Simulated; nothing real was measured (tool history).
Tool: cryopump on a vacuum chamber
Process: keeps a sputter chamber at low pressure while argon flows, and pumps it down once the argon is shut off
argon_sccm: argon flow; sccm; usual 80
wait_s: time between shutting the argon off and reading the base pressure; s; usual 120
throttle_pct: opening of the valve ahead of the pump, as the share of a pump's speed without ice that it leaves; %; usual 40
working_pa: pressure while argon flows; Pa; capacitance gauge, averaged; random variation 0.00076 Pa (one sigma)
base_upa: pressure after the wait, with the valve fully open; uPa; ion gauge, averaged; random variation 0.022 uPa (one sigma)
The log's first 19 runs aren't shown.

{"run": 20, "hour": 527.1, "argon_sccm": 35, "wait_s": 282, "throttle_pct": 18, "working_pa": 0.1397, "base_upa": 0.56}
{"run": 21, "hour": 559.9, "argon_sccm": 35, "wait_s": 282, "throttle_pct": 18, "working_pa": 0.1413, "base_upa": 0.54}
{"run": 22, "hour": 588.1, "argon_sccm": 80, "wait_s": 120, "throttle_pct": 18, "working_pa": 0.3235, "base_upa": 0.87}
{"run": 23, "hour": 620.6, "argon_sccm": 145, "wait_s": 24, "throttle_pct": 24, "working_pa": 0.4433, "base_upa": 2.88}
{"run": 24, "hour": 638.6, "argon_sccm": 144, "wait_s": 23, "throttle_pct": 42, "working_pa": 0.2556, "base_upa": 2.94}
{"run": 25, "hour": 665.5, "argon_sccm": 99, "wait_s": 71, "throttle_pct": 44, "working_pa": 0.1687, "base_upa": 1.18}
{"run": 26, "hour": 687.8, "argon_sccm": 80, "wait_s": 120, "throttle_pct": 56, "working_pa": 0.108, "base_upa": 0.88}
{"run": 27, "hour": 723.3, "argon_sccm": 80, "wait_s": 120, "throttle_pct": 56, "working_pa": 0.1111, "base_upa": 0.83}
{"run": 28, "hour": 740.3, "argon_sccm": 37, "wait_s": 29, "throttle_pct": 59, "working_pa": 0.0489, "base_upa": 2.43}
{"run": 29, "hour": 764.9, "argon_sccm": 46, "wait_s": 31, "throttle_pct": 59, "working_pa": 0.0598, "base_upa": 2.32}
{"run": 30, "hour": 800.1, "argon_sccm": 46, "wait_s": 244, "throttle_pct": 38, "working_pa": 0.0912, "base_upa": 0.63}
{"run": 31, "hour": 823.0, "argon_sccm": 139, "wait_s": 39, "throttle_pct": 18, "working_pa": 0.5645, "base_upa": 1.93}
{"run": 32, "hour": 850.7, "argon_sccm": 74, "wait_s": 120, "throttle_pct": 35, "working_pa": 0.1615, "base_upa": 0.96}
{"run": 33, "hour": 889.2, "argon_sccm": 130, "wait_s": 120, "throttle_pct": 46, "working_pa": 0.221, "base_upa": 0.89}

3 ways to go on from here, each from the tool as it stands after run 33. What would each give?
{"run": "A", "hour": 909.6, "argon_sccm": 80, "wait_s": 25, "throttle_pct": 40, "working_pa": "?", "base_upa": "?"}
{"run": "B", "hour": 909.6, "argon_sccm": 86, "wait_s": 120, "throttle_pct": 46, "working_pa": "?", "base_upa": "?"}
{"run": "C", "hour": 909.6, "argon_sccm": 68, "wait_s": 58, "throttle_pct": 19, "working_pa": "?", "base_upa": "?"}

run=A working_pa=0.1548 base_upa=2.86
run=B working_pa=0.1456 base_upa=0.92
run=C working_pa=0.2646 base_upa=1.47
Without the tool's hidden state the same runs would have given:
run=A working_pa=0.1433 base_upa=2.58
run=B working_pa=0.1333 base_upa=0.65
run=C working_pa=0.2548 base_upa=1.19

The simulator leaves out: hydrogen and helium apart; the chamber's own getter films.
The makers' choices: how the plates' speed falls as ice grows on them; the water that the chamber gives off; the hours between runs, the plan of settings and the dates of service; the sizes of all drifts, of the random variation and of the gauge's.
